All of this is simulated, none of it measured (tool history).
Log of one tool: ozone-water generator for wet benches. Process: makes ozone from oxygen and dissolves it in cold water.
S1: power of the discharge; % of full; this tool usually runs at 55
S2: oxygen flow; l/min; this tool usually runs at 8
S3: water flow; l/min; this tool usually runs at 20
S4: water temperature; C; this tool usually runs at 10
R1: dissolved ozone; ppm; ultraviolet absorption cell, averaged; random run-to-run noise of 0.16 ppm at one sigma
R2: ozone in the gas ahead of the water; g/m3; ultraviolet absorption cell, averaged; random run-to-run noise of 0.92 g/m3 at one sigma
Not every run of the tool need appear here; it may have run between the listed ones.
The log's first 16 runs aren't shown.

run	hour	S1	S2	S3	S4	R1	R2
17	506.6	55	9.84	15	10	21.6	133.7
18	530.5	83	8	20	10	23.4	189.6
19	557.1	83	4.77	20	17	22.4	270.2
20	587.3	55	8.62	20	15	17	145.7
# hour 596.7: contactor cleaned, once more
21	621.3	55	8	19	10	22	153
22	663	76	10.98	24	14	19.8	148
23	680.1	76	10.98	24	14	19.9	146.8
24	697.3	76	10.98	24	14	19.9	146.3
25	736.7	55	13.43	25	5	18.4	108.7
26	770.5	71	7.71	25	6	22	179.3
27	802.4	76	8	28	10	19.7	180
28	837.6	76	8	28	10	20	177.5
29	873	55	8	20	6	22.5	152.5
30	899.6	55	8	20	6	22.5	152.7
31	922.6	55	8	13	7	29.5	150.9
32	944.9	81	8.14	14	7	34.2	187.8

3 ways to go on from here, each from the tool as it stands after run 32. What would each give?
A	974.2	77	4.13	20	10	?	?
B	974.2	41	8	21	11	?	?
C	974.2	55	8	22	10	?	?

run	R1	R2
A	26.8	281.9
B	17.1	129.5
C	19.8	151.9
Stripped of hidden state, with their random variation kept, the same runs would have yielded:
run	R1	R2
A	27.4	286.1
B	17.5	130.8
C	20.3	153.8
